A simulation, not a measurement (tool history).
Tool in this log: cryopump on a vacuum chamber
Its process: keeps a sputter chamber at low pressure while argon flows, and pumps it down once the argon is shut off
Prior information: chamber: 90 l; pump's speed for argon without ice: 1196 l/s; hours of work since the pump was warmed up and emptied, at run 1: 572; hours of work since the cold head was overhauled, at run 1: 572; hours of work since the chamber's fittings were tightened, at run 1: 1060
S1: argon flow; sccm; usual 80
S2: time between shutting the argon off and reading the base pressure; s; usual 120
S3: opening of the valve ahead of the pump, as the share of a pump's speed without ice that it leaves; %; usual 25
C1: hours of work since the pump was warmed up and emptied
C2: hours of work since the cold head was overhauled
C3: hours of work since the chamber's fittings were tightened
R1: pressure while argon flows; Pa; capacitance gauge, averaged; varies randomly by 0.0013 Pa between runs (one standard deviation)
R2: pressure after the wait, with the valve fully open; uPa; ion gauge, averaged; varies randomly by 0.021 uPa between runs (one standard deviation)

| run | hour | S1 | S2 | S3 | C1 | C2 | C3 | R1 | R2 |
|---|---|---|---|---|---|---|---|---|---|
| 1 | 0.0 | 80 | 120 | 25 | 572 | 572 | 1060 | 0.4642 | 2.23 |
| 2 | 29.0 | 80 | 120 | 25 | 597 | 597 | 1085 | 0.4623 | 2.24 |
| 3 | 49.4 | 80 | 27 | 25 | 614 | 614 | 1103 | 0.4619 | 3.19 |
| 4 | 65.2 | 34 | 120 | 25 | 628 | 628 | 1116 | 0.1968 | 2.26 |
| 5 | 86.6 | 80 | 120 | 38 | 646 | 646 | 1134 | 0.3099 | 2.31 |
| 6 | 119.2 | 80 | 120 | 38 | 674 | 674 | 1162 | 0.3100 | 2.35 |
| 7 | 143.3 | 80 | 111 | 38 | 695 | 695 | 1183 | 0.3122 | 2.43 |
| 8 | 161.4 | 80 | 111 | 38 | 710 | 710 | 1199 | 0.3126 | 2.45 |
| 9 | 198.8 | 80 | 120 | 22 | 742 | 742 | 1231 | 0.5268 | 2.57 |
| 10 | 235.8 | 80 | 120 | 25 | 774 | 774 | 1263 | 0.4659 | 2.59 |
| 11 | 265.8 | 80 | 120 | 27 | 800 | 800 | 1288 | 0.4345 | 2.59 |
| 12 | 285.6 | 80 | 120 | 27 | 817 | 817 | 1305 | 0.4368 | 2.60 |
| 13 | 321.8 | 80 | 120 | 27 | 848 | 848 | 1336 | 0.4336 | 2.76 |
| 14 | 340.4 | 80 | 129 | 25 | 864 | 864 | 1352 | 0.4673 | 2.71 |
| 15 | 364.3 | 80 | 120 | 25 | 884 | 884 | 1373 | 0.4692 | 2.77 |
| 16 | 395.6 | 80 | 120 | 25 | 911 | 911 | 1400 | 0.4720 | 2.88 |
| 17 | 416.1 | 80 | 120 | 25 | 929 | 929 | 1417 | 0.4715 | 2.86 |
| 18 | 446.8 | 43 | 29 | 33 | 955 | 955 | 1444 | 0.1942 | 3.83 |
| 19 | 463.7 | 43 | 86 | 53 | 970 | 970 | 1458 | 0.1241 | 3.00 |

Run 20 comes next. What will it give?
| 20 | 493.9 | 49 | 53 | 24 | 996 | 996 | 1484 | ? | ? |

Run 20 came out at R1 0.2995 Pa, R2 3.40 uPa.
Were there no unlogged condition in the tool, this run, its random variation unchanged, would have produced R1 0.2879 Pa, R2 0.86 uPa.
